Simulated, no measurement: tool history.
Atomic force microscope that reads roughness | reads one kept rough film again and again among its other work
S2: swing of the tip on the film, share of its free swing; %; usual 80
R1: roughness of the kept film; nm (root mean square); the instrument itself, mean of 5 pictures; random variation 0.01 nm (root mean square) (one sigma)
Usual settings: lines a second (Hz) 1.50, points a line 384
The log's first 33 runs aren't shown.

Run 34, day 52.888: usual settings but lines a second (Hz) 0.68, S2 78 %. Result: R1 2.571 nm (root mean square).
At day 53.083: height scale calibrated on a step standard.
At day 53.896: new tip fitted.
Run 35, day 54.221: usual settings but lines a second (Hz) 1.42, S2 78 %. Result: R1 2.557 nm (root mean square).
Run 36, day 55.979: usual settings but S2 81 %, points a line 814. Result: R1 2.425 nm (root mean square).
Run 37, day 57.792: usual settings but S2 81 %, points a line 814. Result: R1 2.353 nm (root mean square).
At day 58.450: new tip fitted.
Run 38, day 59.925: usual settings but S2 58 %, points a line 452. Result: R1 2.740 nm (root mean square).
Run 39, day 61.554: usual settings but lines a second (Hz) 1.02, S2 87 %, points a line 772. Result: R1 2.414 nm (root mean square).
At day 62.833: new tip fitted.
Run 40, day 62.912: usual settings but lines a second (Hz) 3.29, points a line 345. Result: R1 2.174 nm (root mean square).
At day 63.067: height scale calibrated on a step standard, once more.
Run 41, day 64.838: usual settings but lines a second (Hz) 1.55, points a line 673. Result: R1 2.391 nm (root mean square).
Run 42, day 66.483: usual settings but lines a second (Hz) 1.55, points a line 673. Result: R1 2.334 nm (root mean square).

The next listed run, before its measurement:
At day 67.267: new tip fitted.
Run 43, day 68.858: usual settings but lines a second (Hz) 1.24, S2 60 %, points a line 970. Result: R1 ?.

{"run 43": {"R1": 2.665}}
Without the tool's hidden state the same run would have given R1 2.736 nm (root mean square).

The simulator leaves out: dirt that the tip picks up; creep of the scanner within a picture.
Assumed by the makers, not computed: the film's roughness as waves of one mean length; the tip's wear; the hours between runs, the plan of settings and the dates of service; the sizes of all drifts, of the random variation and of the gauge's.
